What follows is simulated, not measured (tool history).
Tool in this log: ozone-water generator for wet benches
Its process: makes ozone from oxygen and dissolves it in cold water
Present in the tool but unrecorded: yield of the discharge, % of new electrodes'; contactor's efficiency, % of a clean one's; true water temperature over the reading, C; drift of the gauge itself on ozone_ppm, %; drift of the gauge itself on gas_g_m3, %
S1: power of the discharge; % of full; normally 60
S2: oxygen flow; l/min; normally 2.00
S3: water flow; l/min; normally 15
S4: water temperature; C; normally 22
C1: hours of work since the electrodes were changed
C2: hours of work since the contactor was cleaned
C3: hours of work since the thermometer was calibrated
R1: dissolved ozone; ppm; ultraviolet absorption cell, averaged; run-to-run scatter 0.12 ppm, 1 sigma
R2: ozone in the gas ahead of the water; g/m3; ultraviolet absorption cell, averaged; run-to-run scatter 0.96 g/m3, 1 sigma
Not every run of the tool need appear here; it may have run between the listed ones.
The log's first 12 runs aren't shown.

Run 13, hour 1379.8: usual settings but S1 99 % of full, S2 1.34 l/min, S4 15 C; C1 5090; C2 591; C3 397. Result: R1 10.2 ppm, R2 224.7 g/m3.
Run 14, hour 1456.4: usual settings but S1 99 % of full, S2 1.34 l/min, S4 15 C; C1 5152; C2 652; C3 459. Result: R1 10.3 ppm, R2 225.4 g/m3.
Run 15, hour 1587.4: usual settings but S1 99 % of full, S2 1.34 l/min, S4 15 C; C1 5257; C2 758; C3 564. Result: R1 10.4 ppm, R2 222.3 g/m3.
Run 16, hour 1664.2: usual settings but S1 70 % of full; C1 5319; C2 819; C3 626. Result: R1 9.3 ppm, R2 159.3 g/m3.
Run 17, hour 1784.0: usual settings but S1 70 % of full; C1 5415; C2 916; C3 722. Result: R1 9.5 ppm, R2 159.1 g/m3.
Run 18, hour 1866.0: usual settings but S1 70 % of full; C1 5481; C2 982; C3 788. Result: R1 9.1 ppm, R2 159.5 g/m3.
Run 19, hour 1961.1: usual settings but S1 70 % of full, S4 26 C; C1 5557; C2 1058; C3 865. Result: R1 9.0 ppm, R2 158.5 g/m3.
Run 20, hour 2038.4: usual settings but S1 70 % of full, S4 26 C; C1 5619; C2 1120; C3 927. Result: R1 8.9 ppm, R2 157.5 g/m3.
Run 21, hour 2129.4: usual settings but S1 99 % of full, S3 18 l/min; C1 5693; C2 1193; C3 1000. Result: R1 9.6 ppm, R2 192.0 g/m3.
Run 22, hour 2229.8: usual settings but S1 99 % of full, S3 18 l/min; C1 5773; C2 1274; C3 1081. Result: R1 9.3 ppm, R2 189.3 g/m3.
Run 23, hour 2382.7: usual settings but S1 46 % of full, S2 1.86 l/min, S3 10 l/min, S4 28 C; C1 5896; C2 1397; C3 1204. Result: R1 9.3 ppm, R2 127.6 g/m3.
Run 24, hour 2514.6: usual settings but S1 46 % of full, S2 3.17 l/min, S3 10 l/min, S4 14 C; C1 6002; C2 1503; C3 1310. Result: R1 12.4 ppm, R2 105.3 g/m3.
Run 25, hour 2589.2: usual settings but S1 61 % of full, S2 1.02 l/min, S4 17 C; C1 6062; C2 1563; C3 1370. Result: R1 6.8 ppm, R2 185.8 g/m3.
Run 26, hour 2685.6: usual settings but S1 61 % of full, S2 1.02 l/min, S4 17 C; C1 6140; C2 1641; C3 1447. Result: R1 6.6 ppm, R2 184.6 g/m3.
Run 27, hour 2767.1: usual settings but S1 61 % of full, S2 1.02 l/min, S4 17 C; C1 6205; C2 1706; C3 1513. Result: R1 6.6 ppm, R2 184.1 g/m3.
Run 28, hour 2903.8: usual settings but S1 61 % of full, S2 1.02 l/min, S4 17 C; C1 6315; C2 1816; C3 1622. Result: R1 6.6 ppm, R2 182.7 g/m3.
Run 29, hour 3015.7: usual settings but S1 61 % of full, S2 1.02 l/min, S4 17 C; C1 6405; C2 1906; C3 1712. Result: R1 6.5 ppm, R2 182.8 g/m3.
Run 30, hour 3140.3: usual settings but S4 14 C; C1 6505; C2 2006; C3 1813. Result: R1 9.0 ppm, R2 144.3 g/m3.
Run 31, hour 3207.5: usual settings but S2 2.68 l/min, S3 10 l/min, S4 20 C; C1 6559; C2 2060; C3 1867. Result: R1 12.5 ppm, R2 127.6 g/m3.
Run 32, hour 3354.3: usual settings but S2 1.62 l/min, S4 26 C; C1 6677; C2 2178; C3 1985. Result: R1 7.4 ppm, R2 152.0 g/m3.
Run 33, hour 3456.2: usual settings but S1 44 % of full, S2 2.79 l/min, S4 29 C; C1 6759; C2 2260; C3 2067. Result: R1 6.9 ppm, R2 106.5 g/m3.

Here are 4 independent what-if runs from the current tool condition. What would each one return?
Run A, hour 3548.0: usual settings but S1 96 % of full, S2 2.79 l/min, S3 18 l/min, S4 26 C; C1 6833; C2 2334; C3 2140. Result: R1 ?, R2 ?.
Run B, hour 3548.0: usual settings but S3 19 l/min, S4 18 C; C1 6833; C2 2334; C3 2140. Result: R1 ?, R2 ?.
Run C, hour 3548.0: usual settings but S1 44 % of full, S2 2.79 l/min, S3 17 l/min, S4 16 C; C1 6833; C2 2334; C3 2140. Result: R1 ?, R2 ?.
Run D, hour 3548.0: usual settings but S2 2.07 l/min, S3 10 l/min; C1 6833; C2 2334; C3 2140. Result: R1 ?, R2 ?.

run    R1     R2
  A   9.6  161.1
  B   6.9  142.3
  C   7.3  107.0
  D  11.5  140.8
Stripped of hidden state, with their random variation kept, the same runs would have yielded:
run    R1     R2
  A  11.9  195.0
  B   8.1  164.9
  C   8.5  120.5
  D  13.6  163.1
